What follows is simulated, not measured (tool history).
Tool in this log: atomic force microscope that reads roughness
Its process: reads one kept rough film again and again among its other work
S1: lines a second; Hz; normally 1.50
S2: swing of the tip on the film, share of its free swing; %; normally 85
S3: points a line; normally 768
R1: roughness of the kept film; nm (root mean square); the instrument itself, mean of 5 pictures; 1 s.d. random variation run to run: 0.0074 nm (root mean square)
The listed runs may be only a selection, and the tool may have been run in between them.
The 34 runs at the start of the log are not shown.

{"run": 35, "day": 75.825, "S1": 3.39, "S2": 67, "S3": 768, "R1": 1.567}
{"day": 75.983, "done": "new tip fitted"}
{"run": 36, "day": 77.471, "S1": 1.51, "S2": 63, "S3": 378, "R1": 1.703}
{"run": 37, "day": 79.179, "S1": 1.5, "S2": 86, "S3": 776, "R1": 1.523}
{"run": 38, "day": 82.108, "S1": 1.5, "S2": 86, "S3": 776, "R1": 1.524}
{"day": 82.775, "done": "new tip fitted"}
{"run": 39, "day": 83.6, "S1": 0.66, "S2": 82, "S3": 395, "R1": 1.684}
{"run": 40, "day": 86.542, "S1": 0.66, "S2": 65, "S3": 738, "R1": 1.738}
{"run": 41, "day": 89.454, "S1": 0.66, "S2": 78, "S3": 658, "R1": 1.704}
{"day": 89.612, "done": "new tip fitted"}
{"run": 42, "day": 92.55, "S1": 0.86, "S2": 69, "S3": 768, "R1": 1.724}
{"run": 43, "day": 94.4, "S1": 0.86, "S2": 69, "S3": 768, "R1": 1.699}
{"run": 44, "day": 95.879, "S1": 0.86, "S2": 78, "S3": 306, "R1": 1.671}
{"day": 96.354, "done": "new tip fitted"}
{"run": 45, "day": 98.404, "S1": 2.03, "S2": 80, "S3": 440, "R1": 1.514}
{"run": 46, "day": 100.246, "S1": 3.93, "S2": 73, "S3": 480, "R1": 1.451}
{"day": 103.171, "done": "new tip fitted"}
{"run": 47, "day": 103.3, "S1": 1.02, "S2": 81, "S3": 283, "R1": 1.653}
{"run": 48, "day": 106.404, "S1": 0.61, "S2": 73, "S3": 789, "R1": 1.73}
{"run": 49, "day": 108.8, "S1": 0.61, "S2": 73, "S3": 789, "R1": 1.715}
{"day": 109.988, "done": "new tip fitted"}
{"run": 50, "day": 111.146, "S1": 0.61, "S2": 90, "S3": 789, "R1": 1.665}
{"run": 51, "day": 113.9, "S1": 3.92, "S2": 71, "S3": 768, "R1": 1.48}

4 ways to go on from here, each from the tool as it stands after run 51. What would each give?
{"day": 116.75, "done": "new tip fitted"}
{"run": "A", "day": 116.75, "S1": 3.92, "S2": 82, "S3": 480, "R1": "?"}
{"day": 116.75, "done": "new tip fitted"}
{"run": "B", "day": 116.75, "S1": 0.64, "S2": 71, "S3": 768, "R1": "?"}
{"day": 116.75, "done": "new tip fitted"}
{"run": "C", "day": 116.75, "S1": 1.5, "S2": 57, "S3": 458, "R1": "?"}
{"day": 116.75, "done": "new tip fitted"}
{"run": "D", "day": 116.75, "S1": 3.92, "S2": 69, "S3": 768, "R1": "?"}

run=A R1=1.318
run=B R1=1.732
run=C R1=1.741
run=D R1=1.512
Had the tool no hidden state, the same runs would have come out as:
run=A R1=1.315
run=B R1=1.728
run=C R1=1.737
run=D R1=1.508
